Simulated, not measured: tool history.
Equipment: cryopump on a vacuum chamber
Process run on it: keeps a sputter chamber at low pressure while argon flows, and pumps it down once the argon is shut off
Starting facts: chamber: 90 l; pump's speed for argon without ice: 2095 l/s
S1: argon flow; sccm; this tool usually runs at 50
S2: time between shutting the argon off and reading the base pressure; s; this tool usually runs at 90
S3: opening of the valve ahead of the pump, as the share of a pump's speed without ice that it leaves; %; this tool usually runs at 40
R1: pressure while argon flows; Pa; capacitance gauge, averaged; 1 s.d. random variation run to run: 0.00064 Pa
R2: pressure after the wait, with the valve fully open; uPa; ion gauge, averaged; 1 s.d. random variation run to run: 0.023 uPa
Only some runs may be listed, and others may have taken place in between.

| run | hour | S1 | S2 | S3 | R1 | R2 |
|---|---|---|---|---|---|---|
| 1 | 0 | 50 | 90 | 40 | 0.1019 | 0.89 |
| 2 | 10.3 | 50 | 90 | 44 | 0.0913 | 0.87 |
| 3 | 21.6 | 50 | 90 | 44 | 0.0932 | 0.87 |
| 4 | 42.6 | 50 | 90 | 40 | 0.101 | 0.89 |
| 5 | 54.3 | 50 | 90 | 22 | 0.184 | 0.89 |
| 6 | 65.5 | 50 | 90 | 17 | 0.2384 | 0.94 |
| 7 | 84.6 | 50 | 90 | 17 | 0.2382 | 0.89 |
| 8 | 104.5 | 50 | 90 | 17 | 0.2404 | 0.91 |
| 9 | 126.7 | 50 | 90 | 17 | 0.2409 | 0.89 |
| 10 | 148 | 55 | 90 | 40 | 0.1134 | 0.94 |
| 11 | 158.5 | 50 | 90 | 33 | 0.1237 | 0.91 |
| 12 | 172.6 | 50 | 90 | 33 | 0.1242 | 0.9 |
| 13 | 184.9 | 50 | 90 | 33 | 0.1243 | 0.98 |
| 14 | 201.9 | 50 | 90 | 40 | 0.1036 | 0.93 |
| 15 | 222.3 | 50 | 90 | 40 | 0.1032 | 0.9 |
| 16 | 237.8 | 50 | 90 | 38 | 0.1098 | 0.92 |
| 17 | 257 | 50 | 90 | 38 | 0.1095 | 0.95 |
| 18 | 270.9 | 26 | 108 | 38 | 0.057 | 0.79 |
| 19 | 290.5 | 47 | 35 | 35 | 0.1127 | 2.02 |
| 20 | 303 | 47 | 28 | 36 | 0.1091 | 2.39 |
| 21 | 317.5 | 84 | 173 | 29 | 0.2391 | 0.62 |
| 22 | 339.6 | 47 | 173 | 22 | 0.1774 | 0.67 |
| 23 | 353.8 | 47 | 173 | 22 | 0.176 | 0.63 |
| 24 | 370.2 | 79 | 114 | 22 | 0.2988 | 0.83 |
| 25 | 391.1 | 49 | 27 | 52 | 0.0814 | 2.52 |
| 26 | 406 | 50 | 146 | 40 | 0.1074 | 0.69 |
| 27 | 426.4 | 50 | 146 | 40 | 0.1065 | 0.71 |
| 28 | 445 | 43 | 41 | 40 | 0.0912 | 1.73 |
| 29 | 462.7 | 43 | 41 | 40 | 0.0926 | 1.74 |
| 30 | 482.4 | 24 | 88 | 49 | 0.0427 | 1.01 |
| 31 | 500.2 | 24 | 84 | 49 | 0.0429 | 0.98 |
| 32 | 516.6 | 72 | 300 | 56 | 0.114 | 0.53 |

Selected run-to-run steps in R1, each split into two signed amounts: the part the tool would show with no hidden state at all (from settings, incoming material and random variation), and the remainder, which goes to the hidden state together with any gauge scatter not common to the measured and the hidden-state-free results:
Hidden state at play: pump's speed, % of a pump's without ice; cold plate's temperature, K; leak into the chamber, uPa l/s; drift of the gauge itself on working_pa, %; drift of the gauge itself on base_upa, %.
Run 9 -> 10: S1 50 -> 55, S3 17 -> 40. R1 -0.1275 Pa: hidden state +0.0004, all else -0.1279.
Run 20 -> 21: S1 47 -> 84, S2 28 -> 173, S3 36 -> 29. R1 +0.13 Pa: hidden state +0.0034, all else +0.1266.
Run 23 -> 24: S1 47 -> 79, S2 173 -> 114. R1 +0.1228 Pa: hidden state +0.0034, all else +0.1194.
Run 24 -> 25: S1 79 -> 49, S2 114 -> 27, S3 22 -> 52. R1 -0.2174 Pa: hidden state -0.0027, all else -0.2147.
Run 31 -> 32: S1 24 -> 72, S2 84 -> 300, S3 49 -> 56. R1 +0.0711 Pa: hidden state +0.0067, all else +0.0644.
